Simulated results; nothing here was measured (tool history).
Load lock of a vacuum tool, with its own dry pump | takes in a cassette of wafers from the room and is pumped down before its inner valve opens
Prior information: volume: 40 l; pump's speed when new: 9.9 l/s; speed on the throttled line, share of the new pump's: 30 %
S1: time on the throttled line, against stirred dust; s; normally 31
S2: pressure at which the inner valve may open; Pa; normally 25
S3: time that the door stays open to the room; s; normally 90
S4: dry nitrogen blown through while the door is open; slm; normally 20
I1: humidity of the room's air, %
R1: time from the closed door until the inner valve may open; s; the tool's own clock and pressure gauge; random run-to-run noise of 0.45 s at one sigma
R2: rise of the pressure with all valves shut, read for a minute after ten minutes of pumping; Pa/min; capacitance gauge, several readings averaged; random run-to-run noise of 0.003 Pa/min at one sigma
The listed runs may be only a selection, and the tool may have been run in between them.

{"run": 1, "hour": 0.0, "S1": 31, "S2": 25, "S3": 90, "S4": 20, "I1": 46.6, "R1": 55.7, "R2": 0.111}
{"run": 2, "hour": 147.2, "S1": 31, "S2": 25, "S3": 90, "S4": 20, "I1": 44.5, "R1": 55.9, "R2": 0.104}
{"run": 3, "hour": 289.5, "S1": 31, "S2": 25, "S3": 90, "S4": 20, "I1": 41.9, "R1": 55.0, "R2": 0.111}
{"run": 4, "hour": 409.0, "S1": 31, "S2": 25, "S3": 90, "S4": 20, "I1": 46.2, "R1": 54.8, "R2": 0.11}
{"run": 5, "hour": 518.1, "S1": 31, "S2": 25, "S3": 90, "S4": 20, "I1": 45.8, "R1": 55.3, "R2": 0.118}
{"run": 6, "hour": 614.0, "S1": 31, "S2": 25, "S3": 90, "S4": 20, "I1": 44.8, "R1": 55.9, "R2": 0.119}
{"run": 7, "hour": 696.3, "S1": 31, "S2": 25, "S3": 90, "S4": 20, "I1": 43.9, "R1": 55.7, "R2": 0.114}
{"run": 8, "hour": 863.2, "S1": 31, "S2": 25, "S3": 90, "S4": 20, "I1": 42.0, "R1": 55.8, "R2": 0.121}
{"run": 9, "hour": 1004.9, "S1": 31, "S2": 25, "S3": 25, "S4": 20, "I1": 46.3, "R1": 55.3, "R2": 0.102}
{"run": 10, "hour": 1091.8, "S1": 31, "S2": 25, "S3": 25, "S4": 20, "I1": 45.5, "R1": 55.6, "R2": 0.105}
{"run": 11, "hour": 1192.7, "S1": 31, "S2": 25, "S3": 25, "S4": 20, "I1": 43.7, "R1": 55.5, "R2": 0.098}
{"run": 12, "hour": 1278.9, "S1": 31, "S2": 25, "S3": 90, "S4": 35, "I1": 44.3, "R1": 55.0, "R2": 0.121}
{"run": 13, "hour": 1377.2, "S1": 31, "S2": 25, "S3": 90, "S4": 35, "I1": 46.2, "R1": 55.8, "R2": 0.122}
{"run": 14, "hour": 1546.1, "S1": 31, "S2": 25, "S3": 90, "S4": 12, "I1": 47.8, "R1": 56.1, "R2": 0.154}
{"run": 15, "hour": 1638.9, "S1": 21, "S2": 24, "S3": 90, "S4": 12, "I1": 42.9, "R1": 49.2, "R2": 0.146}
{"run": 16, "hour": 1775.7, "S1": 36, "S2": 25, "S3": 210, "S4": 20, "I1": 44.4, "R1": 59.8, "R2": 0.177}
{"run": 17, "hour": 1854.5, "S1": 38, "S2": 25, "S3": 90, "S4": 23, "I1": 45.0, "R1": 60.7, "R2": 0.146}
{"run": 18, "hour": 1931.9, "S1": 31, "S2": 25, "S3": 42, "S4": 15, "I1": 44.3, "R1": 55.0, "R2": 0.137}
{"run": 19, "hour": 2002.8, "S1": 31, "S2": 25, "S3": 42, "S4": 15, "I1": 44.5, "R1": 55.6, "R2": 0.136}
{"run": 20, "hour": 2095.7, "S1": 27, "S2": 45, "S3": 59, "S4": 4, "I1": 45.0, "R1": 50.0, "R2": 0.173}
{"run": 21, "hour": 2249.0, "S1": 42, "S2": 26, "S3": 28, "S4": 7, "I1": 42.0, "R1": 63.5, "R2": 0.148}
{"run": 22, "hour": 2319.1, "S1": 42, "S2": 26, "S3": 28, "S4": 7, "I1": 43.1, "R1": 63.9, "R2": 0.151}
{"run": 23, "hour": 2402.2, "S1": 25, "S2": 24, "S3": 205, "S4": 12, "I1": 44.4, "R1": 51.6, "R2": 0.215}
{"run": 24, "hour": 2525.4, "S1": 31, "S2": 25, "S3": 90, "S4": 4, "I1": 43.7, "R1": 55.1, "R2": 0.191}
{"run": 25, "hour": 2621.1, "S1": 23, "S2": 46, "S3": 221, "S4": 5, "I1": 42.8, "R1": 47.2, "R2": 0.244}

Subtracting, for every run, the result it would have given without the tool's unlogged condition from the measured result gives the following. The same run-to-run variation enters both numbers; the gauge's scatter may not:
Hidden state present: pump's speed, % of a new pump's; leak at the door's seal, Pa l/s; drift of the gauge itself on ready_s, %; drift of the gauge itself on rise_pa_min, %.
run=1 R1=+0.0 R2=+0.047
run=2 R1=+0.0 R2=+0.049
run=3 R1=+0.0 R2=+0.053
run=4 R1=+0.1 R2=+0.055
run=5 R1=+0.1 R2=+0.058
run=6 R1=+0.1 R2=+0.061
run=7 R1=+0.1 R2=+0.063
run=8 R1=+0.1 R2=+0.067
run=9 R1=+0.2 R2=+0.070
run=10 R1=+0.1 R2=+0.071
run=11 R1=+0.1 R2=+0.074
run=12 R1=+0.1 R2=+0.076
run=13 R1=+0.2 R2=+0.079
run=14 R1=+0.3 R2=+0.083
run=15 R1=+0.3 R2=+0.085
run=16 R1=+0.2 R2=+0.088
run=17 R1=+0.2 R2=+0.094
run=18 R1=+0.3 R2=+0.094
run=19 R1=+0.3 R2=+0.096
run=20 R1=+0.3 R2=+0.099
run=21 R1=+0.3 R2=+0.104
run=22 R1=+0.3 R2=+0.108
run=23 R1=+0.4 R2=+0.109
run=24 R1=+0.4 R2=+0.112
run=25 R1=+0.5 R2=+0.116
